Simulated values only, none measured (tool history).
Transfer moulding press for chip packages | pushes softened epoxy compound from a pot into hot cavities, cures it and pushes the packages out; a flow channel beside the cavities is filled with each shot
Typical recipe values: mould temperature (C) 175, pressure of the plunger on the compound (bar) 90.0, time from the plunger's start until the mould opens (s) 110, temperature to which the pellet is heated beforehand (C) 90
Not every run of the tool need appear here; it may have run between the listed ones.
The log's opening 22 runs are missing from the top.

run   hour  mould temperature (C)  pressure of the plunger on the compound (bar)  time from the plunger's start until the mould opens (s)  temperature to which the pellet is heated beforehand (C)  incoming compound's hours out of the cold store  length that the compound runs in the flow channel (mm)  greatest force on the pins that push the packages out (N)
 23  211.1                    175                                           90.0                                                      110                                                        90                                             36.0                                                     725                                                        633
     213.2  -- cavities cleaned with cleaning compound and waxed
 24  219.2                    183                                           90.0                                                      117                                                        90                                             11.5                                                     783                                                        394
 25  230.9                    177                                           90.0                                                       91                                                        89                                             43.0                                                     713                                                        694
 26  236.5                    167                                           90.0                                                      100                                                        90                                             38.5                                                     736                                                       1236
 27  243.2                    167                                           90.0                                                      100                                                        90                                             20.0                                                     791                                                       1325
 28  254.8                    180                                           90.0                                                      110                                                        82                                             20.0                                                     764                                                        526
 29  263.2                    180                                           90.0                                                      110                                                        85                                             26.6                                                     742                                                        524
     265.4  -- cavities cleaned with cleaning compound and waxed
 30  271.0                    180                                           71.1                                                      108                                                        97                                             34.0                                                     638                                                        417

Alternative continuations, all from the tool just after run 30; predict every row:
  A  277.5                    170                                           75.2                                                      110                                                        89                                             45.2                                                       ?                                                          ?
  B  277.5                    175                                           90.0                                                      110                                                        96                                             25.1                                                       ?                                                          ?
  C  277.5                    179                                           72.7                                                      110                                                        87                                             44.6                                                       ?                                                          ?

run  length that the compound runs in the flow channel (mm)  greatest force on the pins that push the packages out (N)
  A                                                     653                                                        731
  B                                                     755                                                        538
  C                                                     624                                                        450
What these runs would have given with no unlogged condition in the tool:
run  length that the compound runs in the flow channel (mm)  greatest force on the pins that push the packages out (N)
  A                                                     691                                                        646
  B                                                     800                                                        477
  C                                                     661                                                        401
